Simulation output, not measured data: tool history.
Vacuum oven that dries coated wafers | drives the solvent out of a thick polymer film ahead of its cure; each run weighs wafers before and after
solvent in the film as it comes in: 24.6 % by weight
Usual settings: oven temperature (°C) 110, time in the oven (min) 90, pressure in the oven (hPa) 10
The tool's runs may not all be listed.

run,hour,oven temperature (°C),time in the oven (min),pressure in the oven (hPa),solvent left in the film (%)
1,0,110,90,10,1.15
2,17.4,110,90,10,1.15
3,35.3,110,90,10,1.16
4,56.2,110,90,10,1.15
5,67.9,110,90,31.2,2.41
6,79.5,110,90,31.2,2.39
7,89.9,110,90,31.2,2.42
8,107.7,110,90,31.2,2.42
9,116.9,110,90,10,1.13
10,134,99,90,10,3.99
11,154.3,99,90,10,3.96
12,164.3,99,90,10,3.97
13,186.3,99,90,10,3.98
14,197.1,99,90,10,3.94
15,207.1,99,90,10,3.97
16,226.3,106,61,10,3.44
17,239.5,115,90,17.6,1.09
18,253.6,106,90,17.6,2.33
19,272.9,106,90,17.6,2.32
20,291.5,113,90,20.4,1.38
21,310.1,107,69,16.3,2.89
22,325.1,107,69,16.3,2.89
23,340.7,107,69,16.3,2.92
24,358,119,103,10,0.51
# hour 371.5: oven's thermocouples calibrated
25,377.3,119,103,10,0.57
26,395.9,122,122,29.6,1.31
27,411.7,108,85,10,1.96
28,429.7,108,64,23.4,4

Measured less the same run without the tool's hidden state. The same run-to-run variation is in both; the gauge's scatter may not be:
The hidden state here: true wafer temperature over the reading, C; true pressure over the reading, kPa; drift of the gauge itself on solvent_pct, %.
run,solvent left in the film (%)
1,-0.18
2,-0.18
3,-0.18
4,-0.18
5,-0.25
6,-0.25
7,-0.24
8,-0.25
9,-0.19
10,-0.61
11,-0.62
12,-0.62
13,-0.63
14,-0.63
15,-0.64
16,-0.61
17,-0.09
18,-0.39
19,-0.39
20,-0.14
21,-0.54
22,-0.54
23,-0.54
24,+0.01
25,+0.06
26,+0.06
27,+0.1
28,+0.1
